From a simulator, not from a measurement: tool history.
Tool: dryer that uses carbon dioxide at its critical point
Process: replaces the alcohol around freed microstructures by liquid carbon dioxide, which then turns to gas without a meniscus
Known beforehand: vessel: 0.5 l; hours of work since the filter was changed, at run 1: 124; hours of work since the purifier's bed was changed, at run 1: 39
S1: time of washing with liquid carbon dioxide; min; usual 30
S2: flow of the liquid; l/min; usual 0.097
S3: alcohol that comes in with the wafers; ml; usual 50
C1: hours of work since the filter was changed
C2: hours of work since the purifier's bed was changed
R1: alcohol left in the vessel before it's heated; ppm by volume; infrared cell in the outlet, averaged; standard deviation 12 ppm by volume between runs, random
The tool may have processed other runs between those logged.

run	hour	S1	S2	S3	C1	C2	R1
1	0	30	0.097	50	124	39	1141
2	9.8	30	0.097	85	128	43	1912
3	20.1	30	0.097	28	132	47	656
4	27.5	30	0.097	28	135	50	685
5	41.8	30	0.097	28	141	56	687
6	54.3	30	0.097	50	146	61	1260
7	61.7	30	0.097	50	149	64	1254
8	73.1	30	0.1419	50	153	68	202
9	85.3	30	0.097	50	158	73	1327
10	99.5	30	0.0862	50	164	79	2058
11	108.4	30	0.0862	50	167	83	2102

Run 12 comes next. What will it give?
12	114.6	30	0.0862	50	170	85	?

Run 12 gave R1 2165 ppm by volume.
With no hidden state in the tool, this same run would have given R1 1221 ppm by volume.
